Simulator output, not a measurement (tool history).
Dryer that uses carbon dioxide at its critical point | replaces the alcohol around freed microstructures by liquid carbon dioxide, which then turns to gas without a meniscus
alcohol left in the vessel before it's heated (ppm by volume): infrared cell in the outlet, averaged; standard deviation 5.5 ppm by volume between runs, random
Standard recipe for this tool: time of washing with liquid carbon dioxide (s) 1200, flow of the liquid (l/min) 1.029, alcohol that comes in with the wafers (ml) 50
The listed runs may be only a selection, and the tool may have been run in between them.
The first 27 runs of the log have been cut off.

run	day	time of washing with liquid carbon dioxide (s)	flow of the liquid (l/min)	alcohol that comes in with the wafers (ml)	hours of work since the filter was changed	hours of work since the purifier's bed was changed	alcohol left in the vessel before it's heated (ppm by volume)
28	13.567	900	1.66	25	55	715	291
# day 14.196: purifier's bed changed
29	14.367	900	1.66	25	68	3	34
30	14.767	840	1.65	55	76	11	106
31	15.475	1200	0.79	23	89	24	236
32	16.029	960	1.029	50	100	35	428
33	16.688	960	1.029	50	112	47	441
34	17.329	960	1.029	50	124	59	454
35	17.946	960	1.029	50	136	71	460
36	18.379	1140	1.1	41	144	79	178
37	18.917	1020	1.74	33	155	90	60
38	19.517	1620	0.93	25	166	101	82
39	19.979	960	0.9	21	175	110	351
40	20.475	1200	1.36	50	184	119	98
41	21.05	1260	1.01	104	195	130	437
42	21.462	1260	1.01	104	203	138	430
43	22.088	1440	1.02	80	215	150	217
44	22.454	1440	1.02	80	222	157	222
45	22.8	1140	0.67	71	228	163	1579
46	23.375	900	0.74	50	239	174	1623
47	23.821	840	0.77	52	247	182	1687

Branching from run 47: 4 alternative next runs. What would each branch give?
A	24.508	840	0.77	53	260	195	?
B	24.508	1440	0.77	104	260	195	?
C	24.508	840	0.77	63	260	195	?
D	24.508	720	1.59	55	260	195	?

run	alcohol left in the vessel before it's heated (ppm by volume)
A	1798
B	846
C	2101
D	386
What these runs would have given with no unlogged condition in the tool:
run	alcohol left in the vessel before it's heated (ppm by volume)
A	1350
B	507
C	1587
D	201
